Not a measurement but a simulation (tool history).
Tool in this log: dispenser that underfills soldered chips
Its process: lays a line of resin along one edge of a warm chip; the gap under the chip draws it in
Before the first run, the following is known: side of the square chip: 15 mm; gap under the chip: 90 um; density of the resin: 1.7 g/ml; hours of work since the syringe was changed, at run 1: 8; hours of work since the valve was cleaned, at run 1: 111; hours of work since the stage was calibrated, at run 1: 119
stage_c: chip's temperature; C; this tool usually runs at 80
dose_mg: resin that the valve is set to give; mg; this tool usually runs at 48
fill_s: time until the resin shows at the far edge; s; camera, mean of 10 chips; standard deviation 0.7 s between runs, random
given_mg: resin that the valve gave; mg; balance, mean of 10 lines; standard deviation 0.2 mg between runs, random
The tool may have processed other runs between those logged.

run,hour,stage_c,dose_mg,hours of work since the syringe was changed,hours of work since the valve was cleaned,hours of work since the stage was calibrated,fill_s,given_mg
1,0,80,48,8,111,119,119.7,43.24
# hour 3.1: new syringe of resin
# hour 4.8: dispensing valve cleaned and set on the balance
2,8.2,80,56.9,3,2,124,77.7,57.29
3,14.6,80,44.7,8,7,128,114.3,44.79
# hour 18.2: new syringe of resin
4,21.1,80,50.5,2,12,133,75.2,50.29
5,24.7,80,50.5,5,14,135,89.5,49.92
# hour 32.3: new syringe of resin
6,32.3,65,50.5,0,20,141,103.4,50.02
7,35.8,80,48,3,22,143,79.7,47.12
8,40.4,80,48,6,25,147,101.1,47.32
9,44.7,80,48,9,29,150,127.2,46.99
# hour 46.5: new syringe of resin
10,52.6,80,53.3,4,34,155,89.9,51.83
11,56.8,84,48,7,37,158,102.2,46.96
# hour 61: new syringe of resin
12,63.6,80,48,2,42,163,74.9,46.17
13,68.1,80,48,5,45,166,95,46.38
14,73.1,80,48,9,49,170,123.5,46.18
# hour 75.4: new syringe of resin
15,78.8,80,48,3,53,174,78.5,45.97
16,83.2,80,48,6,56,177,100.2,45.85
# hour 89.5: new syringe of resin
17,89.9,94,48,0,60,182,44,45.72
18,95.7,80,48,4,65,186,93.3,45.76
19,100.8,80,48,8,68,190,122.2,45.49

For run 20, what comes out?
# hour 103.5: new syringe of resin
20,104.9,89,43.5,1,71,192,?,?

fill_s: 55.5 s
given_mg: 41.1 mg
If the tool had no hidden condition, the same run with the same run-to-run variation would have returned fill_s 49.3 s, given_mg 43.56 mg.

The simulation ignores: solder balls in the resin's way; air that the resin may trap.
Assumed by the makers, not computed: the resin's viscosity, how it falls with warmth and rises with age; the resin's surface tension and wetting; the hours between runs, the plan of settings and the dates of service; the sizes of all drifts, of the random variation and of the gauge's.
